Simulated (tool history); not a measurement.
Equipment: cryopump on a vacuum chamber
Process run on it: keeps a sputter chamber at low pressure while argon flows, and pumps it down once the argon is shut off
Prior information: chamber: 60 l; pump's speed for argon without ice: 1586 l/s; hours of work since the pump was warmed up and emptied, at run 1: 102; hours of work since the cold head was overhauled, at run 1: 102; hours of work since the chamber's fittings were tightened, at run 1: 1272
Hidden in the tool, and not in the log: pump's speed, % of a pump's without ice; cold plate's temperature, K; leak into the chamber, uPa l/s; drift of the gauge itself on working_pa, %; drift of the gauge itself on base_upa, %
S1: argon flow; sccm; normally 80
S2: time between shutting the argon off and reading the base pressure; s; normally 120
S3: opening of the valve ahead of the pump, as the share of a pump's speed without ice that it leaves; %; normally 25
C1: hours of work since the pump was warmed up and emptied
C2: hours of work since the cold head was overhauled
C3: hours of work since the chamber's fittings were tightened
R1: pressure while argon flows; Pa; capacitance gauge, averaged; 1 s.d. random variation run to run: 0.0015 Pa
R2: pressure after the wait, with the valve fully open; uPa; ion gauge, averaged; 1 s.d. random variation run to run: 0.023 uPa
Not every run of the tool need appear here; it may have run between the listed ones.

{"run": 1, "hour": 0.0, "S1": 80, "S2": 120, "S3": 25, "C1": 102, "C2": 102, "C3": 1272, "R1": 0.3438, "R2": 1.45}
{"run": 2, "hour": 29.1, "S1": 80, "S2": 120, "S3": 25, "C1": 120, "C2": 120, "C3": 1290, "R1": 0.3453, "R2": 1.48}
{"run": 3, "hour": 68.8, "S1": 80, "S2": 120, "S3": 25, "C1": 145, "C2": 145, "C3": 1315, "R1": 0.3464, "R2": 1.47}
{"run": 4, "hour": 90.2, "S1": 80, "S2": 83, "S3": 25, "C1": 159, "C2": 159, "C3": 1329, "R1": 0.3471, "R2": 1.73}
{"run": 5, "hour": 129.5, "S1": 58, "S2": 83, "S3": 25, "C1": 184, "C2": 184, "C3": 1353, "R1": 0.2538, "R2": 1.74}
{"run": 6, "hour": 158.6, "S1": 80, "S2": 120, "S3": 51, "C1": 202, "C2": 202, "C3": 1372, "R1": 0.1747, "R2": 1.52}
{"run": 7, "hour": 177.0, "S1": 80, "S2": 120, "S3": 51, "C1": 214, "C2": 214, "C3": 1383, "R1": 0.1746, "R2": 1.59}
{"run": 8, "hour": 198.5, "S1": 80, "S2": 120, "S3": 25, "C1": 227, "C2": 227, "C3": 1397, "R1": 0.3487, "R2": 1.6}
{"run": 9, "hour": 230.6, "S1": 44, "S2": 120, "S3": 25, "C1": 247, "C2": 247, "C3": 1417, "R1": 0.1926, "R2": 1.53}
{"hour": 247.0, "done": "leaking fittings of the chamber tightened, without venting"}
{"run": 10, "hour": 266.7, "S1": 69, "S2": 120, "S3": 25, "C1": 269, "C2": 269, "C3": 12, "R1": 0.3009, "R2": 0.73}
{"run": 11, "hour": 299.0, "S1": 69, "S2": 120, "S3": 25, "C1": 289, "C2": 289, "C3": 33, "R1": 0.3025, "R2": 0.76}
{"run": 12, "hour": 332.1, "S1": 80, "S2": 120, "S3": 25, "C1": 310, "C2": 310, "C3": 54, "R1": 0.3509, "R2": 0.81}
{"run": 13, "hour": 357.5, "S1": 80, "S2": 120, "S3": 25, "C1": 326, "C2": 326, "C3": 70, "R1": 0.3518, "R2": 0.78}
{"run": 14, "hour": 384.1, "S1": 80, "S2": 120, "S3": 25, "C1": 343, "C2": 343, "C3": 87, "R1": 0.3553, "R2": 0.84}
{"run": 15, "hour": 401.3, "S1": 80, "S2": 120, "S3": 25, "C1": 354, "C2": 354, "C3": 97, "R1": 0.356, "R2": 0.77}
{"run": 16, "hour": 422.8, "S1": 80, "S2": 120, "S3": 25, "C1": 367, "C2": 367, "C3": 111, "R1": 0.356, "R2": 0.8}
{"run": 17, "hour": 440.7, "S1": 80, "S2": 41, "S3": 25, "C1": 379, "C2": 379, "C3": 122, "R1": 0.3548, "R2": 1.82}
{"run": 18, "hour": 480.3, "S1": 80, "S2": 41, "S3": 25, "C1": 404, "C2": 404, "C3": 147, "R1": 0.3571, "R2": 1.85}
{"hour": 521.5, "done": "pump warmed up, emptied and cooled again"}
{"run": 19, "hour": 521.6, "S1": 41, "S2": 232, "S3": 25, "C1": 0, "C2": 427, "C3": 170, "R1": 0.1755, "R2": 0.56}
{"run": 20, "hour": 539.5, "S1": 41, "S2": 232, "S3": 25, "C1": 11, "C2": 438, "C3": 182, "R1": 0.1758, "R2": 0.58}
{"run": 21, "hour": 568.6, "S1": 108, "S2": 120, "S3": 25, "C1": 30, "C2": 456, "C3": 200, "R1": 0.4646, "R2": 0.82}
{"run": 22, "hour": 585.5, "S1": 108, "S2": 120, "S3": 25, "C1": 40, "C2": 467, "C3": 211, "R1": 0.4647, "R2": 0.85}
{"run": 23, "hour": 619.2, "S1": 55, "S2": 120, "S3": 19, "C1": 62, "C2": 488, "C3": 232, "R1": 0.3106, "R2": 0.85}
{"run": 24, "hour": 643.5, "S1": 128, "S2": 120, "S3": 36, "C1": 77, "C2": 504, "C3": 247, "R1": 0.3868, "R2": 0.84}
{"run": 25, "hour": 673.6, "S1": 113, "S2": 120, "S3": 18, "C1": 96, "C2": 523, "C3": 266, "R1": 0.6752, "R2": 0.91}
{"run": 26, "hour": 712.4, "S1": 91, "S2": 62, "S3": 25, "C1": 121, "C2": 547, "C3": 291, "R1": 0.3923, "R2": 1.41}
{"run": 27, "hour": 750.1, "S1": 44, "S2": 133, "S3": 26, "C1": 144, "C2": 571, "C3": 315, "R1": 0.1838, "R2": 0.83}
{"run": 28, "hour": 788.1, "S1": 44, "S2": 133, "S3": 26, "C1": 168, "C2": 595, "C3": 339, "R1": 0.183, "R2": 0.93}
{"run": 29, "hour": 807.3, "S1": 42, "S2": 124, "S3": 19, "C1": 180, "C2": 607, "C3": 351, "R1": 0.2382, "R2": 0.89}
{"run": 30, "hour": 829.2, "S1": 97, "S2": 37, "S3": 25, "C1": 194, "C2": 621, "C3": 365, "R1": 0.4248, "R2": 2.07}
{"run": 31, "hour": 854.2, "S1": 97, "S2": 37, "S3": 25, "C1": 210, "C2": 637, "C3": 380, "R1": 0.4273, "R2": 2.15}
{"run": 32, "hour": 878.2, "S1": 97, "S2": 31, "S3": 28, "C1": 225, "C2": 652, "C3": 396, "R1": 0.3801, "R2": 2.44}
{"run": 33, "hour": 902.4, "S1": 97, "S2": 31, "S3": 28, "C1": 241, "C2": 667, "C3": 411, "R1": 0.382, "R2": 2.55}

Consider 5 possible next runs. They are alternatives, not a sequence: every one starts from the tool as it was left by run 33. What does each give?
{"run": "A", "hour": 936.2, "S1": 80, "S2": 59, "S3": 25, "C1": 262, "C2": 689, "C3": 432, "R1": "?", "R2": "?"}
{"run": "B", "hour": 936.2, "S1": 69, "S2": 23, "S3": 46, "C1": 262, "C2": 689, "C3": 432, "R1": "?", "R2": "?"}
{"run": "C", "hour": 936.2, "S1": 80, "S2": 100, "S3": 41, "C1": 262, "C2": 689, "C3": 432, "R1": "?", "R2": "?"}
{"run": "D", "hour": 936.2, "S1": 97, "S2": 47, "S3": 29, "C1": 262, "C2": 689, "C3": 432, "R1": "?", "R2": "?"}
{"run": "E", "hour": 936.2, "S1": 78, "S2": 155, "S3": 45, "C1": 262, "C2": 689, "C3": 432, "R1": "?", "R2": "?"}

run=A R1=0.3489 R2=1.55
run=B R1=0.1692 R2=3.26
run=C R1=0.2187 R2=1.12
run=D R1=0.3672 R2=1.80
run=E R1=0.1947 R2=0.89
With the hidden condition removed and each run's random variation left untouched, the same runs would have given:
run=A R1=0.3393 R2=1.25
run=B R1=0.1610 R2=2.95
run=C R1=0.2091 R2=0.82
run=D R1=0.3556 R2=1.50
run=E R1=0.1853 R2=0.60

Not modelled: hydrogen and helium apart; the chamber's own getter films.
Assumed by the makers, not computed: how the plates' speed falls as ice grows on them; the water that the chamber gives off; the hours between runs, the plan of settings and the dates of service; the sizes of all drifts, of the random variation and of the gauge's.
